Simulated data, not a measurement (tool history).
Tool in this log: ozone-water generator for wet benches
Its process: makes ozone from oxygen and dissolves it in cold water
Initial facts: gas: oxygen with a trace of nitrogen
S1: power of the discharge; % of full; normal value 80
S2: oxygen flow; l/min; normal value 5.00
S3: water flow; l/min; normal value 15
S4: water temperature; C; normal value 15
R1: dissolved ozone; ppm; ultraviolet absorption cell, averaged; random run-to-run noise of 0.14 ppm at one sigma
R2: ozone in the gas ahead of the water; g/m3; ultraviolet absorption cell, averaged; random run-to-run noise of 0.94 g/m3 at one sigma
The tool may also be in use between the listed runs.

run 1 hour=0.0 | S1=80 S2=5.00 S3=15 S4=15 | R1=15.5 R2=158.3
run 2 hour=63.3 | S1=80 S2=5.00 S3=15 S4=15 | R1=15.4 R2=156.6
run 3 hour=134.4 | S1=80 S2=5.00 S3=15 S4=15 | R1=15.1 R2=158.4
run 4 hour=199.3 | S1=80 S2=5.00 S3=15 S4=15 | R1=15.2 R2=157.7
run 5 hour=259.3 | S1=80 S2=5.00 S3=15 S4=15 | R1=15.3 R2=157.6
run 6 hour=323.9 | S1=80 S2=5.00 S3=15 S4=15 | R1=15.3 R2=158.0
run 7 hour=389.6 | S1=80 S2=5.00 S3=15 S4=15 | R1=15.4 R2=158.5
run 8 hour=443.9 | S1=80 S2=5.00 S3=15 S4=15 | R1=15.0 R2=158.5
run 9 hour=480.9 | S1=80 S2=5.00 S3=21 S4=15 | R1=10.5 R2=158.1
run 10 hour=534.0 | S1=80 S2=5.00 S3=21 S4=15 | R1=10.4 R2=157.9
run 11 hour=584.7 | S1=80 S2=5.00 S3=21 S4=15 | R1=10.4 R2=156.2
run 12 hour=656.8 | S1=80 S2=5.00 S3=21 S4=15 | R1=10.4 R2=155.1
run 13 hour=725.6 | S1=82 S2=5.00 S3=21 S4=8 | R1=11.9 R2=159.3
run 14 hour=798.1 | S1=80 S2=3.14 S3=15 S4=7 | R1=14.8 R2=182.7
run 15 hour=858.6 | S1=80 S2=3.14 S3=15 S4=7 | R1=14.8 R2=183.3
run 16 hour=932.3 | S1=66 S2=5.00 S3=15 S4=16 | R1=13.3 R2=140.0
run 17 hour=1004.8 | S1=46 S2=5.00 S3=15 S4=22 | R1=9.8 R2=114.1
run 18 hour=1062.8 | S1=83 S2=2.53 S3=14 S4=11 | R1=14.4 R2=201.3
run 19 hour=1110.8 | S1=83 S2=2.53 S3=14 S4=10 | R1=14.3 R2=200.7
run 20 hour=1178.2 | S1=53 S2=2.53 S3=19 S4=10 | R1=7.9 R2=156.6
run 21 hour=1232.8 | S1=89 S2=3.62 S3=10 S4=10 | R1=23.7 R2=184.6
run 22 hour=1267.9 | S1=52 S2=3.62 S3=10 S4=10 | R1=17.3 R2=135.0
run 23 hour=1303.5 | S1=52 S2=3.62 S3=10 S4=10 | R1=17.5 R2=136.9

Between the runs listed above, the log contained 2 entries, not reproduced here. Where in the sequence does each belong, and how does what the log doesn't record of the tool's condition differ from the listed run before to the listed run after?
Run 8 -> run 9: water thermometer calibrated (hour 453.3)
  yield of the discharge, % of new electrodes': 98.2 -> 98.1; true water temperature over the reading, C: 0.1 -> 0.16
  the result without the hidden state subtracted from the measured one, R1: -0.8 -> -0.6 ppm; R2: -3.2 -> -3.2 g/m3
Run 13 -> run 14: water thermometer calibrated, once more (hour 747.8)
  yield of the discharge, % of new electrodes': 97.9 -> 97.8; contactor's efficiency, % of a clean one's: 94.9 -> 94.8; true water temperature over the reading, C: 0.17 -> 0.03
  the result without the hidden state subtracted from the measured one, R1: -0.7 -> -0.9 ppm; R2: -3.7 -> -4.3 g/m3
